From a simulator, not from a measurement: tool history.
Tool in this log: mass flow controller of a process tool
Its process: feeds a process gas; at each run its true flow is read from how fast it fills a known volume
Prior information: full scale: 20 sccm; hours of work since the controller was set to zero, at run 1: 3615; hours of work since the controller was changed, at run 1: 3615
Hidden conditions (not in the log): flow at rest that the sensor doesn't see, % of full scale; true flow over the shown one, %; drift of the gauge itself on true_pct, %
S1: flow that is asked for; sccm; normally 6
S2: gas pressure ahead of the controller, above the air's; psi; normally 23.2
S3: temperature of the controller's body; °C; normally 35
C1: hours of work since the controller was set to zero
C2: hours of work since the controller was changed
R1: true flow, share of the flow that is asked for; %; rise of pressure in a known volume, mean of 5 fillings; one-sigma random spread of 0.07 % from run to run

run    hour  S1    S2  S3    C1    C2      R1
  1       0   6  23.2  35  3615  3615  100.51
  2    72.3   6  23.2  35  3667  3667  100.42
  3   234.4   6  23.2  35  3783  3783  100.71
  4   313.9   6  23.2  35  3840  3840  100.67
  5   403.6   6  23.2  35  3905  3905  100.72
  6   487.2   6  23.2  35  3964  3964  100.76
  7   573.2   6  23.2  35  4026  4026  100.73
  8   725.3   6  23.2  35  4135  4135  100.76
  9   866.5   6  23.2  35  4236  4236  100.89
 10  1008.5   6  23.2  35  4338  4338  100.97
 11  1076.8   6  23.2  35  4387  4387     101
 12    1190   6  23.2  35  4468  4468  100.96
 13  1272.9   6  23.2  35  4527  4527  101.13
 14  1372.9   4  23.2  35  4599  4599  102.75
 15  1529.5   6  23.2  26  4711  4711  100.81
 16  1688.7   4  23.2  26  4825  4825  102.48
 17  1791.4   6  23.2  35  4898  4898  101.41
 18  1908.6   6  23.2  35  4982  4982  101.37
 19    2036   6  23.2  35  5073  5073  101.46
 20  2192.5  18  24.8  23  5186  5186  100.09
 21  2349.3  18  24.8  23  5298  5298  100.14
 22  2433.2  18  24.8  39  5358  5358   100.8
 23    2501  18  24.7  25  5406  5406  100.14
 24  2594.1   6  28.1  35  5473  5473  101.64
 25  2759.9  11    36  35  5592  5592  100.43
     2770.4  -- controller's zero set anew
 26  2906.9   7  23.2  38    98  5697   97.75
 27  3044.5   7  23.2  38   196  5795   97.91
 28  3189.5   7  29.9  30   300  5899   97.42
 29  3324.5  10  33.5  30   397  5996   97.81
 30  3467.6  18  32.6  31   499  6098   99.09
 31  3544.1   5  38.4  24   554  6153   97.12
 32  3617.5   5  38.4  24   607  6206   97.09
 33    3739   7  29.7  21   694  6293   97.26
 34  3872.8   7  29.7  21   789  6388   97.22

Entry by entry between the runs, the difference in hidden state between the last listed run before and the first listed run after:
After run 25, before run 26: controller's zero set anew (hour 2770.4)
  flow at rest that the sensor doesn't see, % of full scale: 1.285 -> 0.044; true flow over the shown one, %: -0.95 -> -0.97
  measured minus no-state result, R1: +1.39 -> -0.84 %
